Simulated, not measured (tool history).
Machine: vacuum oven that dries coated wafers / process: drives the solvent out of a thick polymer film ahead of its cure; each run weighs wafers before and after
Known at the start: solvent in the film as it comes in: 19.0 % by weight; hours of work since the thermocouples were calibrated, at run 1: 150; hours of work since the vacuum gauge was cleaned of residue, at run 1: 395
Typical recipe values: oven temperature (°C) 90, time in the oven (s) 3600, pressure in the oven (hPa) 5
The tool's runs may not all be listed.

run	day	oven temperature (°C)	time in the oven (s)	pressure in the oven (hPa)	hours of work since the thermocouples were calibrated	hours of work since the vacuum gauge was cleaned of residue	solvent left in the film (%)
1	0	90	3600	5	150	395	1.727
2	1.471	90	3600	5	174	419	1.724
3	2.779	90	3600	5	195	440	1.724
4	4.725	90	3600	5	227	472	1.733
5	6.979	90	3600	5	263	508	1.728
6	8.954	86	3600	5	295	541	2.694
7	11.079	86	3600	5	330	575	2.702
8	12.65	78	3600	5	355	601	5.405
9	14.875	78	3600	5	391	637	5.403
10	17.529	78	3600	5	434	680	5.403
11	19.654	78	3600	5	469	714	5.384
12	21.467	78	3600	5	498	744	5.386
13	24.446	90	3600	5	547	792	1.719
14	27.242	97	3600	5	592	837	0.758
15	29.758	90	3600	16.67	633	878	2.775
16	31.971	90	2820	5	669	914	2.547
17	33.671	90	2820	5	696	942	2.561
18	36.704	99	3600	5	746	991	0.619
19	39.888	85	3600	5	797	1043	2.966
20	42.829	85	3600	5	845	1090	2.951
21	45.033	94	3600	5	881	1126	1.081
22	47.642	94	3600	5	923	1168	1.082
# day 48.025: oven's thermocouples calibrated
23	50.462	94	3600	5	40	1213	1.173
24	53.496	94	3600	5	89	1262	1.167
25	56.125	95	3600	3.22	131	1305	0.912
26	58.546	95	3600	3.22	171	1344	0.921
27	61.283	102	3600	2.56	215	1388	0.384
28	62.662	102	3300	8.82	238	1411	0.814
29	64.775	102	3300	8.82	272	1445	0.82
30	67.942	82	3300	2.7	323	1497	4.318
31	70.788	90	5400	5	369	1543	1.061
32	73.575	93	3360	5	415	1588	1.492
33	76.362	84	3180	3.22	460	1633	3.852
34	79.475	87	3300	17.09	510	1684	4.066
35	81.608	98	3180	17.09	545	1718	1.761
# day 82.767: vacuum gauge cleaned of residue and calibrated
36	84.383	90	3600	3.81	589	26	1.518
37	86.904	90	3600	3.81	630	67	1.514
38	89.404	81	3660	3.59	671	108	3.916
39	91.617	81	3660	3.59	706	144	3.911
40	94.133	95	2820	10.11	747	185	1.748
41	95.525	95	2820	10.11	770	207	1.756
42	98.325	92	2760	10.14	815	253	2.459
43	99.762	87	2760	9.04	839	276	3.787
44	101.404	78	2940	3.66	865	302	6.192
45	103.604	102	1860	5.95	901	338	1.324
# day 105.108: oven's thermocouples calibrated
46	105.475	96	3600	5	6	367	0.78
47	106.896	96	3600	5	29	390	0.787

Measured minus without-hidden-state, run by run (identical run-to-run variation in each term; gauge scatter may differ):
What the log doesn't record here: true wafer temperature over the reading, C; true pressure over the reading, kPa; drift of the gauge itself on solvent_pct, %.
run	solvent left in the film (%)
1	+0.064
2	+0.064
3	+0.064
4	+0.063
5	+0.064
6	+0.061
7	+0.059
8	+0.054
9	+0.053
10	+0.05
11	+0.048
12	+0.045
13	+0.064
14	+0.082
15	+0.053
16	+0.027
17	+0.026
18	+0.093
19	+0.036
20	+0.034
21	+0.086
22	+0.086
23	+0.186
24	+0.187
25	+0.183
26	+0.184
27	+0.149
28	+0.149
29	+0.15
30	+0.239
31	+0.238
32	+0.197
33	+0.217
34	+0.205
35	+0.173
36	-0.039
37	-0.039
38	-0.082
39	-0.083
40	-0.039
41	-0.04
42	-0.063
43	-0.096
44	-0.114
45	-0.044
46	+0.014
47	+0.015
